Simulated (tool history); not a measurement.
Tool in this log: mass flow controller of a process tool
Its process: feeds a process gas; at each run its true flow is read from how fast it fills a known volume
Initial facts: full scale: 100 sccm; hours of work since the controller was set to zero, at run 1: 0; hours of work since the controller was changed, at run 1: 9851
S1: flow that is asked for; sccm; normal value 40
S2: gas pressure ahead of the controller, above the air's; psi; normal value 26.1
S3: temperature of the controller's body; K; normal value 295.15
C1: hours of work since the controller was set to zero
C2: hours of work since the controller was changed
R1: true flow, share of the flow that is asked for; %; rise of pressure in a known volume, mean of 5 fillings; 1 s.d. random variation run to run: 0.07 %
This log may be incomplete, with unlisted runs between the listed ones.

run     hour  S1    S2      S3    C1     C2      R1
  1      0.0  40  26.1  295.15     0   9851  100.44
  2    325.3  27  26.1  295.15   195  10046  100.57
  3    564.1  27  26.1  295.15   338  10189  100.67
  4   1057.0  27  26.1  295.15   634  10484  100.82
  5   1562.4  27  26.1  295.15   937  10787  101.22
  6   1986.8  27  26.1  295.15  1191  11042  101.18
  7   2257.4  12  26.1  295.15  1353  11204  102.37
  8   2566.0  12  26.1  295.15  1538  11389  102.47
  9   2928.0  40  26.1  312.15  1755  11606  102.48
 10   3294.3  40  26.1  312.15  1975  11825  102.52
 11   3723.3  12  26.1  312.15  2232  12082  104.65
 12   4140.6  12  26.1  312.15  2482  12333  104.99
 13   4631.6  40  26.1  295.15  2776  12627  101.86
 14   4930.3  40  32.3  295.15  2955  12806  102.29
 15   5227.6  40  32.3  295.15  3134  12984  102.41
 16   5482.0  40  32.3  295.15  3286  13137  102.54
 17   5880.1  40  32.3  295.15  3525  13375  102.62
 18   6155.3  40  34.7  295.15  3690  13540  102.76
 19   6562.8  40  34.7  295.15  3934  13785  102.88
 20   6871.5  53  26.1  295.15  4119  13970  102.21
 21   7090.9  53  26.1  295.15  4250  14101  102.40
 22   7454.9  53  26.1  295.15  4469  14319  102.45
      7736.2  -- controller's zero set anew
 23   7930.8  53  26.1  295.15   117  14604  102.98
 24   8437.9  53  26.1  295.15   421  14908  103.04
      8745.3  -- controller exchanged for a calibrated one
 25   8907.8  53  26.1  295.15    97     97   99.30
 26   9118.3  53  26.1  295.15   224    224   99.38
 27   9581.2  53  26.1  295.15   501    501   99.41
     10002.3  -- controller's zero set anew, once more
 28  10094.5  53  26.1  295.15    55    808   99.41
 29  10575.3  40  26.1  294.15   343   1097   99.25
 30  10859.4  40  35.2  305.15   514   1267  100.68
 31  11212.8  83  32.3  300.15   726   1479  100.24
 32  11599.8  16  32.3  300.15   958   1711  100.85
 33  12028.8  57  26.4  308.15  1215   1968  100.52
 34  12419.2  46  31.9  295.15  1449   2202  100.07
 35  12913.0  10  24.2  298.15  1745   2498  101.99
 36  13295.2  10  24.2  298.15  1974   2727  102.37
 37  13605.8  62  32.1  294.15  2160   2913  100.50
 38  13986.5  24  36.3  304.15  2388   3141  101.94
 39  14357.5  24  36.3  304.15  2611   3364  102.20
 40  14712.1  24  36.3  304.15  2823   3576  102.39
 41  15015.9  19  35.7  306.15  3005   3758  103.07
 42  15413.8  13  22.0  301.15  3244   3997  103.48
 43  15734.8  15  29.2  301.15  3436   4189  103.70
 44  16210.9  85  29.2  304.15  3722   4475  101.38
 45  16501.0  94  23.1  301.15  3895   4649  100.89
 46  16717.5  94  23.1  301.15  4025   4778  100.72
 47  16980.0  94  23.1  311.15  4183   4936  101.78
 48  17312.7  94  23.1  309.15  4382   5135  101.65

Branching from run 48: 3 alternative next runs. What would each branch give?
     17715.6  -- controller's zero set anew
  A  17715.6  75  39.7  309.15   0  5376   ?
     17715.6  -- controller's zero set anew
  B  17715.6  16  37.0  301.15   0  5376   ?
     17715.6  -- controller's zero set anew
  C  17715.6  79  23.4  303.15   0  5376   ?

run      R1
  A  101.68
  B  100.87
  C  100.48
With no hidden state in the tool, these same runs would have given:
run      R1
  A  101.16
  B  100.19
  C   99.95
